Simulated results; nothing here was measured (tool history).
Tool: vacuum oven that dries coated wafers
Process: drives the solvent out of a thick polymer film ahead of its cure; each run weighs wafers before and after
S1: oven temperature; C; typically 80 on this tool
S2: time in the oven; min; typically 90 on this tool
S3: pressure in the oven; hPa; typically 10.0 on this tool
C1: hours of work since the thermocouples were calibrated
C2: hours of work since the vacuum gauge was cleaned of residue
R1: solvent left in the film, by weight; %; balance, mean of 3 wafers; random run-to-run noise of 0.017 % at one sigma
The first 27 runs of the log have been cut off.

run 28 hour=647.4 | S1=95 S2=98 S3=22.7 | C1=604 C2=249 | R1=0.51
run 29 hour=674.9 | S1=67 S2=153 S3=10.9 | C1=625 C2=269 | R1=5.83
-- hour=679.1 oven's thermocouples calibrated
run 30 hour=697.4 | S1=75 S2=94 S3=6.3 | C1=14 C2=284 | R1=5.41
run 31 hour=714.9 | S1=85 S2=94 S3=6.3 | C1=27 C2=297 | R1=1.64
run 32 hour=741.7 | S1=85 S2=133 S3=6.3 | C1=46 C2=317 | R1=0.67
run 33 hour=771.5 | S1=69 S2=131 S3=10.0 | C1=68 C2=339 | R1=6.23
run 34 hour=792.2 | S1=69 S2=131 S3=10.0 | C1=84 C2=354 | R1=6.23
run 35 hour=825.9 | S1=80 S2=46 S3=10.0 | C1=109 C2=379 | R1=7.95
run 36 hour=849.4 | S1=89 S2=111 S3=19.9 | C1=126 C2=397 | R1=0.82
run 37 hour=878.8 | S1=89 S2=111 S3=19.9 | C1=148 C2=418 | R1=0.86
run 38 hour=909.4 | S1=91 S2=117 S3=6.4 | C1=170 C2=441 | R1=0.31
run 39 hour=934.6 | S1=91 S2=117 S3=6.4 | C1=189 C2=460 | R1=0.31
run 40 hour=970.3 | S1=80 S2=62 S3=10.0 | C1=215 C2=486 | R1=5.88
run 41 hour=1001.2 | S1=80 S2=62 S3=10.0 | C1=238 C2=509 | R1=5.88
run 42 hour=1027.1 | S1=80 S2=78 S3=10.0 | C1=258 C2=528 | R1=4.36

Predict each of these 4 candidate next runs independently; none follows another, all start after run 42:
run A hour=1058.3 | S1=90 S2=59 S3=24.3 | C1=281 C2=551 | R1=?
run B hour=1058.3 | S1=79 S2=60 S3=6.0 | C1=281 C2=551 | R1=?
run C hour=1058.3 | S1=86 S2=78 S3=5.6 | C1=281 C2=551 | R1=?
run D hour=1058.3 | S1=80 S2=68 S3=7.1 | C1=281 C2=551 | R1=?

run=A R1=2.51
run=B R1=6.48
run=C R1=2.03
run=D R1=5.14
Take away the tool's hidden state, keep each run's random variation, and the runs would have read:
run=A R1=2.60
run=B R1=6.61
run=C R1=2.11
run=D R1=5.27
